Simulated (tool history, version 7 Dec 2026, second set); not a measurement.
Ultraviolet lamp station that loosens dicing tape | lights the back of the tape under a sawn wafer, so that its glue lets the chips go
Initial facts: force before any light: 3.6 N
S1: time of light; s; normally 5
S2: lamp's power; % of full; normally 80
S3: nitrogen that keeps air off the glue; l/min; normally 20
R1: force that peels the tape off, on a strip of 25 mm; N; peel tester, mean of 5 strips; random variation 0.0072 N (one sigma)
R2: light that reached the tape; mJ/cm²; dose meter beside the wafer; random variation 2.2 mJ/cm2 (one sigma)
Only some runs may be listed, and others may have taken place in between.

Run 1, hour 0.0: usual settings. Result: R1 0.257 N, R2 203 mJ/cm².
Run 2, hour 10.6: usual settings. Result: R1 0.267 N, R2 202 mJ/cm².
Run 3, hour 18.7: usual settings. Result: R1 0.253 N, R2 199 mJ/cm².
Run 4, hour 27.6: usual settings. Result: R1 0.278 N, R2 201 mJ/cm².
Run 5, hour 39.5: usual settings. Result: R1 0.262 N, R2 202 mJ/cm².
Run 6, hour 46.8: usual settings. Result: R1 0.259 N, R2 199 mJ/cm².
Run 7, hour 54.4: usual settings. Result: R1 0.256 N, R2 200 mJ/cm².
Run 8, hour 59.3: usual settings. Result: R1 0.259 N, R2 198 mJ/cm².
Run 9, hour 64.9: usual settings but S1 7 s. Result: R1 0.144 N, R2 284 mJ/cm².
Run 10, hour 72.3: usual settings but S3 8 l/min. Result: R1 0.492 N, R2 203 mJ/cm².
Run 11, hour 80.4: usual settings but S1 4 s, S3 8 l/min. Result: R1 0.711 N, R2 163 mJ/cm².
Run 12, hour 86.2: usual settings. Result: R1 0.270 N, R2 198 mJ/cm².
Run 13, hour 95.2: usual settings but S2 73 % of full. Result: R1 0.300 N, R2 183 mJ/cm².
Run 14, hour 106.1: usual settings but S2 88 % of full. Result: R1 0.218 N, R2 223 mJ/cm².
Run 15, hour 116.7: usual settings but S2 88 % of full. Result: R1 0.202 N, R2 219 mJ/cm².
Run 16, hour 125.6: usual settings but S2 88 % of full. Result: R1 0.215 N, R2 223 mJ/cm².
Run 17, hour 137.3: usual settings but S2 88 % of full. Result: R1 0.221 N, R2 220 mJ/cm².
Run 18, hour 144.2: usual settings but S1 2 s, S2 79 % of full, S3 24 l/min. Result: R1 1.119 N, R2 82 mJ/cm².
Run 19, hour 153.8: usual settings but S1 3 s, S2 79 % of full, S3 24 l/min. Result: R1 0.607 N, R2 119 mJ/cm².
Run 20, hour 159.8: usual settings but S1 3 s, S2 79 % of full, S3 24 l/min. Result: R1 0.616 N, R2 115 mJ/cm².
Run 21, hour 168.6: usual settings but S1 3 s, S2 93 % of full, S3 13 l/min. Result: R1 0.658 N, R2 140 mJ/cm².
Run 22, hour 175.4: usual settings but S1 3 s, S3 38 l/min. Result: R1 0.486 N, R2 118 mJ/cm².
Run 23, hour 180.9: usual settings but S1 3 s, S3 38 l/min. Result: R1 0.472 N, R2 120 mJ/cm².
Run 24, hour 189.4: usual settings but S1 3 s, S3 38 l/min. Result: R1 0.494 N, R2 121 mJ/cm².
Run 25, hour 197.2: usual settings but S1 3 s, S3 38 l/min. Result: R1 0.501 N, R2 121 mJ/cm².
Run 26, hour 204.6: usual settings but S1 8 s, S3 11 l/min. Result: R1 0.162 N, R2 320 mJ/cm².
Run 27, hour 216.0: usual settings but S1 8 s, S3 11 l/min. Result: R1 0.150 N, R2 319 mJ/cm².
Run 28, hour 227.2: usual settings but S1 9 s, S2 97 % of full, S3 11 l/min. Result: R1 0.105 N, R2 438 mJ/cm².
At hour 230.3: window cleaned of glue's vapour.
Run 29, hour 235.7: usual settings but S1 6 s, S2 97 % of full, S3 34 l/min. Result: R1 0.112 N, R2 293 mJ/cm².
Run 30, hour 243.0: usual settings but S1 6 s, S2 97 % of full, S3 34 l/min. Result: R1 0.110 N, R2 289 mJ/cm².
Run 31, hour 250.9: usual settings but S1 6 s, S2 68 % of full, S3 14 l/min. Result: R1 0.319 N, R2 203 mJ/cm².
Run 32, hour 257.7: usual settings but S1 2 s, S2 81 % of full, S3 18 l/min. Result: R1 1.157 N, R2 80 mJ/cm².

5 ways to go on from here, each from the tool as it stands after run 32. What would each give?
Run A, hour 267.7: usual settings but S1 4 s, S2 97 % of full, S3 19 l/min. Result: R1 ?, R2 ?.
Run B, hour 267.7: usual settings but S1 7 s, S2 73 % of full, S3 18 l/min. Result: R1 ?, R2 ?.
Run C, hour 267.7: usual settings but S1 4 s, S2 87 % of full, S3 25 l/min. Result: R1 ?, R2 ?.
Run D, hour 267.7: usual settings but S1 6 s, S3 27 l/min. Result: R1 ?, R2 ?.
Run E, hour 267.7: usual settings but S1 8 s. Result: R1 ?, R2 ?.

run     R1   R2
  A  0.275  199
  B  0.168  265
  C  0.307  175
  D  0.144  244
  E  0.111  320
The same runs, with their run-to-run variation unchanged, on a tool lacking any hidden condition would have given:
run     R1   R2
  A  0.275  199
  B  0.168  265
  C  0.306  175
  D  0.144  244
  E  0.111  321
